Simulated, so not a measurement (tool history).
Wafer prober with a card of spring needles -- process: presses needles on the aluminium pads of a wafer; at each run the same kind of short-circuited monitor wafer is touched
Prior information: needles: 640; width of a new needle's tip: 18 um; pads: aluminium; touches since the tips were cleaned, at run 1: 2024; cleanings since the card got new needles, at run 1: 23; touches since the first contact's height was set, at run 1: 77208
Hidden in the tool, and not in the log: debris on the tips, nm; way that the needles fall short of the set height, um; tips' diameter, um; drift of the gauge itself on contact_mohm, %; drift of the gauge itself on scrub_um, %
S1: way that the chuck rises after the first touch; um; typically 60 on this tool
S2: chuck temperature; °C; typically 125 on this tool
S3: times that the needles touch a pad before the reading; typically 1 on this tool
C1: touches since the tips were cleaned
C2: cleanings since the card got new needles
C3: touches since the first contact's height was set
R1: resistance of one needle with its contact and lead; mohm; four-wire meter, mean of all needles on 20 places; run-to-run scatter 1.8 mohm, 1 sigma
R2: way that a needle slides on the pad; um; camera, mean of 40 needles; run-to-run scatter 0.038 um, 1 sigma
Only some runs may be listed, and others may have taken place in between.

{"run": 1, "hour": 0.0, "S1": 60, "S2": 125, "S3": 1, "C1": 2024, "C2": 23, "C3": 77208, "R1": 179, "R2": 14.64}
{"hour": 11.1, "done": "tips cleaned on abrasive film"}
{"run": 2, "hour": 15.2, "S1": 60, "S2": 117, "S3": 1, "C1": 2608, "C2": 24, "C3": 86776, "R1": 178, "R2": 14.63}
{"hour": 24.8, "done": "tips cleaned on abrasive film"}
{"run": 3, "hour": 35.3, "S1": 60, "S2": 117, "S3": 1, "C1": 6657, "C2": 25, "C3": 99386, "R1": 178, "R2": 14.68}
{"hour": 39.6, "done": "tips cleaned on abrasive film"}
{"run": 4, "hour": 47.4, "S1": 60, "S2": 125, "S3": 2, "C1": 4920, "C2": 26, "C3": 106937, "R1": 180, "R2": 14.67}
{"hour": 54.0, "done": "tips cleaned on abrasive film"}
{"run": 5, "hour": 65.2, "S1": 60, "S2": 125, "S3": 1, "C1": 7087, "C2": 27, "C3": 118180, "R1": 182, "R2": 14.61}
{"hour": 67.4, "done": "tips cleaned on abrasive film"}
{"run": 6, "hour": 74.3, "S1": 60, "S2": 33, "S3": 1, "C1": 4343, "C2": 28, "C3": 123807, "R1": 167, "R2": 14.54}
{"hour": 81.5, "done": "tips cleaned on abrasive film"}
{"run": 7, "hour": 86.0, "S1": 53, "S2": 115, "S3": 1, "C1": 2847, "C2": 29, "C3": 131162, "R1": 181, "R2": 12.87}
{"hour": 96.1, "done": "tips cleaned on abrasive film"}
{"hour": 96.4, "done": "height of the first contact set anew"}
{"run": 8, "hour": 101.4, "S1": 62, "S2": 125, "S3": 1, "C1": 3146, "C2": 30, "C3": 3146, "R1": 181, "R2": 15.05}
{"hour": 111.0, "done": "tips cleaned on abrasive film"}
{"run": 9, "hour": 118.4, "S1": 60, "S2": 90, "S3": 1, "C1": 4681, "C2": 31, "C3": 13830, "R1": 172, "R2": 14.51}
{"hour": 125.5, "done": "tips cleaned on abrasive film"}
{"run": 10, "hour": 138.2, "S1": 60, "S2": 27, "S3": 2, "C1": 8060, "C2": 32, "C3": 26281, "R1": 162, "R2": 14.54}
{"hour": 139.3, "done": "tips cleaned on abrasive film"}
{"hour": 153.1, "done": "tips cleaned on abrasive film"}
{"run": 11, "hour": 153.9, "S1": 78, "S2": 53, "S3": 1, "C1": 507, "C2": 34, "C3": 36076, "R1": 167, "R2": 18.94}
{"hour": 167.2, "done": "tips cleaned on abrasive film"}
{"run": 12, "hour": 173.1, "S1": 66, "S2": 53, "S3": 2, "C1": 3712, "C2": 35, "C3": 48110, "R1": 169, "R2": 15.98}

Each row is a separate what-if for the run after 12, all from the same tool condition, not one after another. Results?
{"hour": 181.1, "done": "tips cleaned on abrasive film"}
{"run": "A", "hour": 192.6, "S1": 66, "S2": 32, "S3": 1, "C1": 7262, "C2": 36, "C3": 60386, "R1": "?", "R2": "?"}
{"hour": 181.1, "done": "tips cleaned on abrasive film"}
{"run": "B", "hour": 192.6, "S1": 71, "S2": 53, "S3": 1, "C1": 7262, "C2": 36, "C3": 60386, "R1": "?", "R2": "?"}
{"hour": 181.1, "done": "tips cleaned on abrasive film"}
{"run": "C", "hour": 192.6, "S1": 78, "S2": 96, "S3": 3, "C1": 7262, "C2": 36, "C3": 60386, "R1": "?", "R2": "?"}
{"hour": 181.1, "done": "tips cleaned on abrasive film"}
{"run": "D", "hour": 192.6, "S1": 67, "S2": 50, "S3": 2, "C1": 7262, "C2": 36, "C3": 60386, "R1": "?", "R2": "?"}

run=A R1=161 R2=16
run=B R1=164 R2=17.23
run=C R1=174 R2=18.89
run=D R1=165 R2=16.21
Without the tool's unlogged condition, the same runs would have read:
run=A R1=160 R2=16.12
run=B R1=163 R2=17.36
run=C R1=173 R2=19.03
run=D R1=165 R2=16.33
